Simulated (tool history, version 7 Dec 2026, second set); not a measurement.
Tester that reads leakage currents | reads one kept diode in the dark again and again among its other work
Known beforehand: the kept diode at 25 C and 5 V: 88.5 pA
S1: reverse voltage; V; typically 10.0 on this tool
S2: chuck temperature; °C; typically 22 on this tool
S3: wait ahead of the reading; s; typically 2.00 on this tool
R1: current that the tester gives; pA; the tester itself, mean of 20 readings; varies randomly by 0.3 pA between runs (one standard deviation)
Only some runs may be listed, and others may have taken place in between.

run	day	S1	S2	S3	R1
1	0.000	10.0	22	2.00	99.58
2	1.542	10.0	22	5.48	99.54
3	2.350	10.0	22	5.48	98.99
4	3.392	10.0	22	5.48	98.45
5	4.254	1.6	22	2.00	36.81
6	5.308	10.0	22	3.29	99.90
# day 5.554: chuck's temperature calibrated
7	6.792	3.2	24	0.75	65.88
8	8.133	3.2	24	0.75	65.75
9	9.292	10.5	22	0.39	111.77
10	10.638	11.6	22	3.80	108.06
# day 11.900: chuck's temperature calibrated, once more
11	11.921	6.3	41	8.57	423.68
12	12.912	8.8	27	4.51	145.67

Alternative continuations, all from the tool just after run 12; predict every row:
A	14.233	8.8	27	0.73	?
B	14.233	2.8	22	2.00	?
C	14.233	3.2	48	0.50	?

run	R1
A	150.50
B	49.42
C	531.06
Take away the tool's hidden state, keep each run's random variation, and the runs would have read:
run	R1
A	150.06
B	49.36
C	540.26

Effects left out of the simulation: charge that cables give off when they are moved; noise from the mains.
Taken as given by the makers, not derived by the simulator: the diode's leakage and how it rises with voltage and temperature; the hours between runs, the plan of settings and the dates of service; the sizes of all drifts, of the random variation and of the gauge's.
